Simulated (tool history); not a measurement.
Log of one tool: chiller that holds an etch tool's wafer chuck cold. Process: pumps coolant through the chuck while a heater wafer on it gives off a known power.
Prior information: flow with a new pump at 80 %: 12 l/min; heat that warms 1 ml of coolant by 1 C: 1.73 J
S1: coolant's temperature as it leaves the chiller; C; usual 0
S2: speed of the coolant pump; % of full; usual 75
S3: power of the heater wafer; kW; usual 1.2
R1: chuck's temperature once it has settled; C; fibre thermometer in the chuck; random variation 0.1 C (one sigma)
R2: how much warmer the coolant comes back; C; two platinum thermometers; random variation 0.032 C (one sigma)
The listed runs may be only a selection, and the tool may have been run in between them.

run,hour,S1,S2,S3,R1,R2
1,0,0,75,1.2,11.3,3.8
2,37.9,0,75,1.2,11.5,3.74
3,73.6,0,75,1.2,11.3,3.83
4,133.8,0,75,1.2,11.4,3.79
5,195.4,0,75,1.2,11.5,3.75
6,257.4,0,75,1.2,11.4,3.73
7,289.9,0,75,1.2,11.2,3.84
8,322.8,0,75,1.2,11.4,3.78
9,365.2,0,75,1.2,11.4,3.81
10,419.8,3,75,1.2,14.5,3.76
11,453.2,3,75,1.2,14.5,3.75
12,513.2,3,75,1.2,14.6,3.83
13,544,3,75,1.2,14.5,3.82
14,582.6,3,75,1.2,14.5,3.83
15,639.5,-5,75,1.2,6.7,3.77
16,674.2,-5,75,1.2,6.5,3.87
17,717.3,9,68,1.471,24.2,5.2
18,744.2,0,75,0.632,6.2,1.99
19,778.8,2,99,0.622,7,1.46
20,828.2,2,99,0.622,7.2,1.44
21,887.7,-7,82,1.2,4,3.49
22,928.3,-3,68,1.509,12.6,5.39
23,978.7,2,71,1.509,17,5.05
24,1028,0,75,1.769,17,5.71
25,1061.1,9,61,1.177,22.3,4.76

The next listed run, before its measurement:
26,1093.4,-3,69,1.2,?,?

Run 26 produced R1 9.2 C, R2 4.19 C.
On a tool with no hidden condition, and with the same random variation, this run would have come out at R1 8.2 C, R2 4.08 C.
